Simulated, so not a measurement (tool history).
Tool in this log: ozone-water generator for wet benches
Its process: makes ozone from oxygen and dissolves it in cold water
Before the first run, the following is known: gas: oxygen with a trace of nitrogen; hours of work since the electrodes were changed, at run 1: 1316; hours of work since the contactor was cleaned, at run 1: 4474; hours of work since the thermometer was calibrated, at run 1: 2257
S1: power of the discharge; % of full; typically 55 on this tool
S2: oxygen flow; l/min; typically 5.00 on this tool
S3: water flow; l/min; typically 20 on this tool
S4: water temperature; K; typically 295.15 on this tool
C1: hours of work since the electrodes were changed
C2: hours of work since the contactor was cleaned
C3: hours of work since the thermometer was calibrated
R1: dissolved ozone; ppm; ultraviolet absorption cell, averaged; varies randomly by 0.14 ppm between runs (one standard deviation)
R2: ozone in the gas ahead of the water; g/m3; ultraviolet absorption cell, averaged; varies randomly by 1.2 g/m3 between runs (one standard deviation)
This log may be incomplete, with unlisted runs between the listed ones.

Run 1, hour 0.0: usual settings; C1 1316; C2 4474; C3 2257. Result: R1 14.7 ppm, R2 213.3 g/m3.
Run 2, hour 57.5: usual settings; C1 1356; C2 4513; C3 2296. Result: R1 14.9 ppm, R2 213.7 g/m3.
Run 3, hour 96.9: usual settings; C1 1382; C2 4540; C3 2323. Result: R1 14.7 ppm, R2 216.8 g/m3.
Run 4, hour 166.9: usual settings but S1 56 % of full; C1 1430; C2 4588; C3 2370. Result: R1 15.1 ppm, R2 216.1 g/m3.
Run 5, hour 249.1: usual settings but S1 63 % of full; C1 1486; C2 4644; C3 2426. Result: R1 15.9 ppm, R2 231.9 g/m3.
At hour 255.1: water thermometer calibrated.
Run 6, hour 294.6: usual settings but S1 63 % of full; C1 1516; C2 4674; C3 27. Result: R1 15.7 ppm, R2 232.3 g/m3.
Run 7, hour 349.9: usual settings but S3 28 l/min; C1 1554; C2 4712; C3 64. Result: R1 10.8 ppm, R2 213.5 g/m3.
Run 8, hour 426.1: usual settings but S3 28 l/min; C1 1606; C2 4764; C3 116. Result: R1 10.7 ppm, R2 215.8 g/m3.
Run 9, hour 509.7: usual settings but S3 28 l/min; C1 1663; C2 4820; C3 173. Result: R1 10.6 ppm, R2 217.1 g/m3.
Run 10, hour 563.5: usual settings but S3 28 l/min; C1 1699; C2 4857; C3 210. Result: R1 10.7 ppm, R2 214.0 g/m3.
At hour 618.4: water thermometer calibrated, once more.
Run 11, hour 626.2: usual settings but S2 6.39 l/min, S3 15 l/min; C1 1741; C2 4899; C3 5. Result: R1 17.9 ppm, R2 183.9 g/m3.
Run 12, hour 666.6: usual settings but S2 6.14 l/min, S3 21 l/min, S4 299.15 K; C1 1769; C2 4927; C3 33. Result: R1 12.6 ppm, R2 188.8 g/m3.
Run 13, hour 704.1: usual settings but S1 65 % of full, S2 3.87 l/min; C1 1794; C2 4952; C3 58. Result: R1 16.2 ppm, R2 271.5 g/m3.

Difference, measured minus no-hidden-state, one row per run. Run-to-run variation is common to both terms; the gauge's own scatter need not be:
Hidden state at play: yield of the discharge, % of new electrodes'; contactor's efficiency, % of a clean one's; true water temperature over the reading, C; drift of the gauge itself on ozone_ppm, %; drift of the gauge itself on gas_g_m3, %.
run    R1    R2
  1  -1.5  -2.8
  2  -1.5  -2.9
  3  -1.5  -3.1
  4  -1.6  -3.3
  5  -1.7  -3.9
  6  -1.7  -4.1
  7  -1.2  -3.7
  8  -1.3  -3.8
  9  -1.3  -4.1
 10  -1.2  -4.2
 11  -1.9  -3.8
 12  -1.5  -3.9
 13  -1.9  -6.3
